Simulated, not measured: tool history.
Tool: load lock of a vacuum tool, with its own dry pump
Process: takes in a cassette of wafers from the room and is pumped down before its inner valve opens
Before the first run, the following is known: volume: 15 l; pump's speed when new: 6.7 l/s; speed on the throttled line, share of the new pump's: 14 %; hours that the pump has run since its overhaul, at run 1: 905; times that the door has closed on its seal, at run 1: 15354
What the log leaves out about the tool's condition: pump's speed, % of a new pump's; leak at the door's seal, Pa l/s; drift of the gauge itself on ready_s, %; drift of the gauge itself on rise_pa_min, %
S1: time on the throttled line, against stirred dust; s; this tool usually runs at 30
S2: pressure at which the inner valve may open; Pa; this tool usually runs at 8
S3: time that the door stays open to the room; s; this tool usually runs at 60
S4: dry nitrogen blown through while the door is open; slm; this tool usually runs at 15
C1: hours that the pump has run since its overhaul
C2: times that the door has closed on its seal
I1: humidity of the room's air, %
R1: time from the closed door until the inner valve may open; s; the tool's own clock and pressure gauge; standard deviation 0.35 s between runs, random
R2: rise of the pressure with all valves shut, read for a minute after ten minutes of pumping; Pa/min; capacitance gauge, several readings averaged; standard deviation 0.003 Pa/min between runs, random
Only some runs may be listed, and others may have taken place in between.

run	hour	S1	S2	S3	S4	C1	C2	I1	R1	R2
1	0.0	30	8	60	15	905	15354	44.5	46.6	0.045
2	343.4	30	8	60	15	1249	16347	44.6	47.2	0.040
3	810.8	30	8	60	15	1716	17700	46.9	47.0	0.043
4	1326.9	30	8	60	15	2232	19193	45.9	47.2	0.046
5	1867.0	30	8	60	15	2772	20756	48.2	47.3	0.047
6	2089.0	30	8	60	15	2994	21398	44.9	47.1	0.046
7	2494.8	30	8	60	15	3400	22572	44.2	47.2	0.045
8	2999.1	41	8	60	15	3904	24031	43.4	56.5	0.040
9	3526.3	41	8	60	15	4431	25557	44.4	57.0	0.042
10	4030.2	41	8	60	15	4935	27015	44.4	55.8	0.052
11	4571.6	30	14	60	15	5477	28581	46.5	45.5	0.040
12	4938.9	30	14	60	15	5844	29644	43.7	45.5	0.044
13	5211.6	30	13	60	15	6117	30433	47.1	45.6	0.048
# hour 5394.5: door's seal changed, seat wiped
14	5605.0	30	13	60	15	6509	609	45.3	45.8	0.042
15	6049.4	42	10	34	33	6953	1894	43.4	57.0	0.022
16	6460.0	20	8	60	9	7364	3083	41.1	39.0	0.049
17	6950.9	20	8	60	9	7855	4503	43.9	38.6	0.049
18	7451.6	20	8	60	9	8355	5952	46.6	38.3	0.058
19	7996.7	20	8	60	9	8900	7529	48.2	38.3	0.056
20	8386.8	20	8	60	9	9290	8658	48.8	38.1	0.053
21	8759.4	30	9	54	15	9663	9736	45.4	46.8	0.043
22	9037.1	32	7	189	24	9941	10539	44.4	49.2	0.049
23	9454.8	20	12	154	26	10358	11748	42.3	38.0	0.044
24	9843.0	20	12	154	26	10747	12871	42.9	37.2	0.047
25	10134.1	30	11	73	15	11038	13713	42.3	46.0	0.044
26	10507.3	28	7	73	15	11411	14793	47.0	45.7	0.050

Entry by entry between the runs, the difference in hidden state between the last listed run before and the first listed run after:
Run 13 -> run 14: door's seal changed, seat wiped (hour 5394.5)
  leak at the door's seal, Pa l/s: 0.0026 -> 0.002
